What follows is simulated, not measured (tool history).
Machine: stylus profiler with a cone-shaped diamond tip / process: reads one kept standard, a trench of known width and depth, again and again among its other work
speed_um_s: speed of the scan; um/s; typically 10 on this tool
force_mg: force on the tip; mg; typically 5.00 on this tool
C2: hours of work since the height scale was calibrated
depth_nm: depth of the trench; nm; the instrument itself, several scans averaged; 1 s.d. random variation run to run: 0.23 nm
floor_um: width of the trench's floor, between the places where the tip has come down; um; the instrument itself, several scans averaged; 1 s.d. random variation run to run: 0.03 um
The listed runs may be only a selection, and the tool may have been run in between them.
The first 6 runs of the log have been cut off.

{"run": 7, "hour": 278.7, "speed_um_s": 10, "force_mg": 3.31, "scans with this tip": 4903, "C2": 938, "depth_nm": 1011.94, "floor_um": 95.53}
{"run": 8, "hour": 353.0, "speed_um_s": 13, "force_mg": 5.0, "scans with this tip": 5122, "C2": 979, "depth_nm": 1014.77, "floor_um": 95.52}
{"run": 9, "hour": 406.5, "speed_um_s": 13, "force_mg": 5.0, "scans with this tip": 5279, "C2": 1009, "depth_nm": 1015.64, "floor_um": 95.42}
{"run": 10, "hour": 457.7, "speed_um_s": 3, "force_mg": 5.0, "scans with this tip": 5430, "C2": 1038, "depth_nm": 1015.37, "floor_um": 95.45}
{"run": 11, "hour": 531.9, "speed_um_s": 3, "force_mg": 5.0, "scans with this tip": 5648, "C2": 1080, "depth_nm": 1015.26, "floor_um": 95.4}
{"run": 12, "hour": 562.7, "speed_um_s": 3, "force_mg": 5.0, "scans with this tip": 5739, "C2": 1097, "depth_nm": 1015.52, "floor_um": 95.47}
{"run": 13, "hour": 632.4, "speed_um_s": 3, "force_mg": 5.0, "scans with this tip": 5944, "C2": 1137, "depth_nm": 1015.72, "floor_um": 95.37}
{"run": 14, "hour": 699.2, "speed_um_s": 3, "force_mg": 5.0, "scans with this tip": 6141, "C2": 1174, "depth_nm": 1015.94, "floor_um": 95.35}
{"run": 15, "hour": 738.4, "speed_um_s": 3, "force_mg": 5.77, "scans with this tip": 6256, "C2": 1196, "depth_nm": 1017.38, "floor_um": 95.32}
{"run": 16, "hour": 792.4, "speed_um_s": 11, "force_mg": 2.91, "scans with this tip": 6415, "C2": 1227, "depth_nm": 1011.49, "floor_um": 95.24}
{"run": 17, "hour": 830.5, "speed_um_s": 3, "force_mg": 4.67, "scans with this tip": 6527, "C2": 1248, "depth_nm": 1015.72, "floor_um": 95.23}
{"run": 18, "hour": 890.6, "speed_um_s": 3, "force_mg": 2.56, "scans with this tip": 6704, "C2": 1282, "depth_nm": 1011.42, "floor_um": 95.22}
{"run": 19, "hour": 922.3, "speed_um_s": 33, "force_mg": 4.87, "scans with this tip": 6797, "C2": 1300, "depth_nm": 1015.91, "floor_um": 95.18}
{"run": 20, "hour": 965.4, "speed_um_s": 18, "force_mg": 5.0, "scans with this tip": 6924, "C2": 1324, "depth_nm": 1016.22, "floor_um": 95.18}
{"run": 21, "hour": 1006.8, "speed_um_s": 17, "force_mg": 3.24, "scans with this tip": 7046, "C2": 1347, "depth_nm": 1012.59, "floor_um": 95.1}
{"run": 22, "hour": 1059.1, "speed_um_s": 3, "force_mg": 3.24, "scans with this tip": 7199, "C2": 1377, "depth_nm": 1013.05, "floor_um": 95.2}

What will run 23 give?
{"run": 23, "hour": 1112.8, "speed_um_s": 3, "force_mg": 3.24, "scans with this tip": 7358, "C2": 1407, "depth_nm": "?", "floor_um": "?"}

depth_nm: 1012.73 nm
floor_um: 95.10 um
Take away the tool's hidden state, keep the run-to-run variation as it was, and the same run would have given depth_nm 1009.88 nm, floor_um 96.50 um.

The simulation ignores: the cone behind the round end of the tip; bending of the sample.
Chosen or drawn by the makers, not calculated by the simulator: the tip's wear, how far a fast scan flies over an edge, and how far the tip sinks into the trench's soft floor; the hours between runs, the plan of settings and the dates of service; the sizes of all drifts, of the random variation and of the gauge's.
